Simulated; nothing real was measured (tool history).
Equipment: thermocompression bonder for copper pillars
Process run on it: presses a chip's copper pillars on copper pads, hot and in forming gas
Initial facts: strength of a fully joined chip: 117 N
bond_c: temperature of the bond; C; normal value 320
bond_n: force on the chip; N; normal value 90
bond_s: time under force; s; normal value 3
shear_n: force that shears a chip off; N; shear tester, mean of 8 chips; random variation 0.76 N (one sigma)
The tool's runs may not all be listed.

run     day  bond_c  bond_n  bond_s  shear_n
  1   0.000     320      90       3     65.7
  2   1.600     320      90       3     66.5
  3   3.717     320      90       7     84.1
  4   4.892     320      90       3     65.5
  5   6.000     320      90       3     64.3
  6   7.296     320      90       3     64.8
  7   8.683     320      90       3     65.4
  8  11.000     320      90       9     85.3
  9  12.721     320      90       9     84.8
 10  14.483     320      90       9     87.2
 11  16.821     320      90       9     84.6
     17.546  -- forming gas filter changed
 12  19.192     320      90       8     86.5
 13  21.358     320      90       8     85.0
 14  23.704     302     111       3     63.8
 15  25.621     297     113       3     61.0
 16  27.967     322      86       3     61.9
 17  29.433     323      86       5     73.6
     30.021  -- heater calibrated with a thermocouple chip
 18  31.417     299     134       9     93.8
 19  32.954     325      90       8     88.8
     35.250  -- forming gas filter changed
 20  35.429     326      81       7     85.7
 21  36.525     326      81       7     84.5
 22  38.308     313      55       3     39.7
 23  39.442     334      55       2     44.3
 24  41.408     296      76       3     43.2
 25  43.283     311      76       5     63.1

Forecast each of these 3 alternatives for the next run:
  A  44.888     321      76       5        ?
  B  44.888     310     115       2        ?
  C  44.888     308     129       4        ?

run  shear_n
  A     69.3
  B     63.9
  C     81.1
With the hidden condition removed and each run's random variation left untouched, the same runs would have given:
run  shear_n
  A     73.9
  B     68.4
  C     85.8

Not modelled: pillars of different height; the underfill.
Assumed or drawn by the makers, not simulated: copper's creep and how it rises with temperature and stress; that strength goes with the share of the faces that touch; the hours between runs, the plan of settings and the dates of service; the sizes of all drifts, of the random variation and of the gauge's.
